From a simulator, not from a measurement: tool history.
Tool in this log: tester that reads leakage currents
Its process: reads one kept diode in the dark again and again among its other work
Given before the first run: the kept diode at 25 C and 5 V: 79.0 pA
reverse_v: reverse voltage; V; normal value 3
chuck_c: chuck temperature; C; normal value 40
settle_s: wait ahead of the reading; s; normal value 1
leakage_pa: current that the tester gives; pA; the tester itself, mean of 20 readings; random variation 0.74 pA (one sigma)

run,hour,reverse_v,chuck_c,settle_s,leakage_pa
1,0,3,40,1,238.19
2,139.5,3,40,1,234.85
3,343,3,40,1,234.56
4,573.7,3,40,1,232.2
5,789.6,3,40,1,232
6,964.9,3,40,1,230.53
# hour 1065.6: chuck's temperature calibrated
7,1087.2,3,40,1,243.51
8,1194.9,3,40,1,242.07
9,1403.9,3,40,1,240.32
10,1612.2,3,40,1,238.42
11,1754.4,3,40,5.32,236.37
12,1933.8,3,41,1.05,257.31
13,2151.1,3,49,3.11,489.57
14,2322.9,13.77,40,1.88,410.83
15,2492.6,1.47,40,4.83,180.83
16,2643.9,2.7,40,0.48,223.54
# hour 2702.2: probe card cleaned and baked
17,2877.9,3.65,32,0.36,123.76
18,2981.6,1.55,33,1,98.26
19,3081.1,3.29,40,0.31,235.14
# hour 3140: tester calibrated
20,3297,1.02,40,0.74,156.94

Expected results for the next run?
21,3444.9,3,44,0.48,?

Run 21 yielded leakage_pa 320.86 pA.
Minus the tool's unlogged condition, the same run would have read leakage_pa 345.47 pA.
